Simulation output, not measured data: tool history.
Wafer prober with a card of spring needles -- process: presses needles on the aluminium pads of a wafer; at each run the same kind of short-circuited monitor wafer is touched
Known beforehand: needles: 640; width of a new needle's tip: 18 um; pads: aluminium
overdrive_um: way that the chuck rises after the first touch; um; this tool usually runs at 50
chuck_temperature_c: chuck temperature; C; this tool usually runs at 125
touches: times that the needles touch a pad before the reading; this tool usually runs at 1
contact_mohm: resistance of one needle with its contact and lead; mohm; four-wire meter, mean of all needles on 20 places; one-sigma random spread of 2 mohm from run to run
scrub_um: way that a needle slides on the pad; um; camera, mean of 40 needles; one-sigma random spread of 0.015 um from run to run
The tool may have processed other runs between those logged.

| run | hour | overdrive_um | chuck_temperature_c | touches | contact_mohm | scrub_um |
|---|---|---|---|---|---|---|
| 1 | 0 | 50 | 125 | 1 | 377 | 11.08 |
|  | 8.2 | tips cleaned on abrasive film |
| 2 | 21 | 50 | 125 | 1 | 314 | 11.08 |
|  | 45.8 | tips cleaned on abrasive film |
| 3 | 49.1 | 50 | 125 | 1 | 254 | 11.04 |
| 4 | 65.2 | 50 | 125 | 1 | 338 | 11.05 |
|  | 78.2 | height of the first contact set anew |
| 5 | 78.2 | 50 | 125 | 1 | 372 | 11.18 |
|  | 85.5 | tips cleaned on abrasive film |
| 6 | 102.3 | 50 | 125 | 1 | 338 | 11.18 |
|  | 124.1 | tips cleaned on abrasive film |
| 7 | 126.9 | 50 | 125 | 1 | 248 | 11.15 |
| 8 | 144 | 50 | 33 | 1 | 349 | 11.18 |
|  | 162.5 | tips cleaned on abrasive film |
| 9 | 165.6 | 47 | 35 | 2 | 227 | 10.45 |
| 10 | 188.2 | 47 | 35 | 2 | 308 | 10.48 |
|  | 202.2 | tips cleaned on abrasive film |
| 11 | 204.8 | 47 | 46 | 1 | 242 | 10.44 |
| 12 | 232.6 | 47 | 46 | 1 | 399 | 10.46 |
|  | 242.2 | tips cleaned on abrasive film |
| 13 | 258 | 37 | 48 | 1 | 405 | 8.22 |
| 14 | 273.5 | 53 | 120 | 1 | 355 | 11.81 |
|  | 280.9 | tips cleaned on abrasive film |
| 15 | 294 | 50 | 125 | 2 | 278 | 11.11 |

Below are 5 alternative next runs, each starting from the tool's condition after run 15. Predict each:
|  | 318.6 | tips cleaned on abrasive film |
| A | 324 | 57 | 125 | 2 | ? | ? |
|  | 318.6 | tips cleaned on abrasive film |
| B | 324 | 36 | 112 | 1 | ? | ? |
|  | 318.6 | tips cleaned on abrasive film |
| C | 324 | 50 | 75 | 2 | ? | ? |
|  | 318.6 | tips cleaned on abrasive film |
| D | 324 | 66 | 125 | 2 | ? | ? |
|  | 318.6 | tips cleaned on abrasive film |
| E | 324 | 47 | 125 | 2 | ? | ? |

| run | contact_mohm | scrub_um |
|---|---|---|
| A | 239 | 12.67 |
| B | 327 | 7.97 |
| C | 244 | 11.1 |
| D | 236 | 14.65 |
| E | 260 | 10.4 |
The same runs, with their run-to-run variation unchanged, on a tool lacking any hidden condition would have given:
| run | contact_mohm | scrub_um |
|---|---|---|
| A | 213 | 12.76 |
| B | 224 | 8.06 |
| C | 208 | 11.19 |
| D | 215 | 14.74 |
| E | 223 | 10.49 |
